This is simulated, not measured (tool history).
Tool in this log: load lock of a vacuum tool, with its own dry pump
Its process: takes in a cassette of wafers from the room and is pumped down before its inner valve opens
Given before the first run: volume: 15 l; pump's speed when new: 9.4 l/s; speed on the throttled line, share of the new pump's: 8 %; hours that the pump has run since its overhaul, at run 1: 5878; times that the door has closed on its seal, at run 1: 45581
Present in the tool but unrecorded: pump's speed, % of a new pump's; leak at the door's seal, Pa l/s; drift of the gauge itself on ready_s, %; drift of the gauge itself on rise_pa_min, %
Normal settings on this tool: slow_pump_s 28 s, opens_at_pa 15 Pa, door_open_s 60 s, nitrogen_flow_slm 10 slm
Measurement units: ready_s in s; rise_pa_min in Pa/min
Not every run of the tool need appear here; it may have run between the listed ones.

run    hour  slow_pump_s  opens_at_pa  door_open_s  nitrogen_flow_slm  hours that the pump has run since its overhaul  times that the door has closed on its seal  incoming humidity of the room's air, %  ready_s  rise_pa_min
  1       0           28           15           60                 10                                            5878                                       45581                                      45    40.12        0.162
  2   155.7           28           17           60                 10                                            6033                                       46183                                    44.8     39.9        0.172
  3   275.2           28           17           60                 10                                            6153                                       46645                                    46.8    39.94        0.171
  4   373.3           43           15           60                 10                                            6251                                       47024                                    44.6    53.78        0.172
  5   459.1           28           15           60                 10                                            6337                                       47356                                    47.3    40.13        0.176
  6   564.9           36           15           60                 10                                            6443                                       47765                                    41.4    47.42        0.172
  7   715.5           28           15          103                 10                                            6593                                       48348                                    47.2    40.19        0.186
  8   862.1           28           15          103                 10                                            6740                                       48914                                    44.9    40.17        0.182
  9    1041           28           15          103                 10                                            6919                                       49606                                    44.5    40.21        0.194
 10  1161.7           28           15          103                 10                                            7039                                       50073                                    47.2    40.25        0.194
 11  1268.1           28           22          103                 10                                            7146                                       50484                                    46.3    39.49        0.199
 12  1345.6           28           15          147                 10                                            7223                                       50784                                    45.6    40.22        0.201
 13    1433           28           15          147                 10                                            7311                                       51122                                    44.9    40.24        0.202
 14  1536.1           28           15           60                 10                                            7414                                       51520                                    43.1    40.25        0.194
 15  1706.9           28           15           60                 10                                            7585                                       52181                                    47.6    40.25        0.203
 16  1879.8           28           15           60                 10                                            7758                                       52850                                    43.6    40.18        0.202
 17  2052.7           28           15           60                 10                                            7930                                       53518                                    45.5    40.27        0.209
 18  2162.4           28           15           87                 10                                            8040                                       53942                                    46.4    40.12        0.212
 19  2238.7           28           15           87                 10                                            8116                                       54237                                    42.5    40.25        0.209
 20  2418.2           28           15           87                 10                                            8296                                       54931                                    43.3    40.16        0.216
 21  2526.9           18           15           48                 10                                            8405                                       55352                                      42    31.09        0.208
 22  2695.7           18           15           48                 10                                            8573                                       56004                                    45.2    31.28         0.22
 23  2779.2           18           15           48                 10                                            8657                                       56327                                    48.5     31.3        0.216
 24  2890.1           18           15           48                 10                                            8768                                       56756                                    42.7    31.12        0.213
 25  3031.6           16           29           48                  9                                            8909                                       57303                                    42.9    28.15        0.224
 26  3119.1           16           29           48                  9                                            8997                                       57641                                    44.6    28.29        0.233
 27  3258.5           16           29           48                  9                                            9136                                       58181                                    46.2    28.14        0.228
 28  3417.1           16           29           48                  9                                            9295                                       58794                                    46.1    28.23        0.235
 29  3535.7           46           29          194                 22                                            9413                                       59252                                    49.7    55.72        0.241
 30  3633.1           38           15           30                 10                                            9511                                       59629                                    43.7    49.38        0.234
 31  3753.1           28           15           67                  8                                            9631                                       60093                                    43.2    40.43        0.237
 32  3863.3           28           15           67                  8                                            9741                                       60519                                    43.3    40.37        0.246
 33    3967           28           14           60                 13                                            9845                                       60920                                    45.4    40.48        0.245
     3979.4  -- door's seal changed, seat wiped
 34  4060.8           56           24           60                 13                                            9937                                         315                                    43.6    65.24        0.046
 35  4244.3           56           24           60                 13                                           10121                                        1024                                    44.5    65.39        0.045
 36  4342.1           56           24           60                 13                                           10218                                        1403                                    43.3    65.17        0.039
 37  4522.4           28           15           38                 14                                           10399                                        2100                                    46.9     40.4        0.046

3 options for the next run, each taken on its own from the tool as it stands now. Forecast them:
  A  4637.3           28           15          116                 14                                           10514                                        2544                                    42.7        ?            ?
  B  4637.3           30           11           38                 22                                           10514                                        2544                                    47.2        ?            ?
  C  4637.3           17           15          156                 11                                           10514                                        2544                                    44.4        ?            ?

run  ready_s  rise_pa_min
  A    40.38        0.055
  B    42.88        0.042
  C    30.41         0.06
The same runs, with their run-to-run variation unchanged, on a tool lacking any hidden condition would have given:
run  ready_s  rise_pa_min
  A    39.81        0.049
  B    42.29        0.035
  C    29.79        0.054
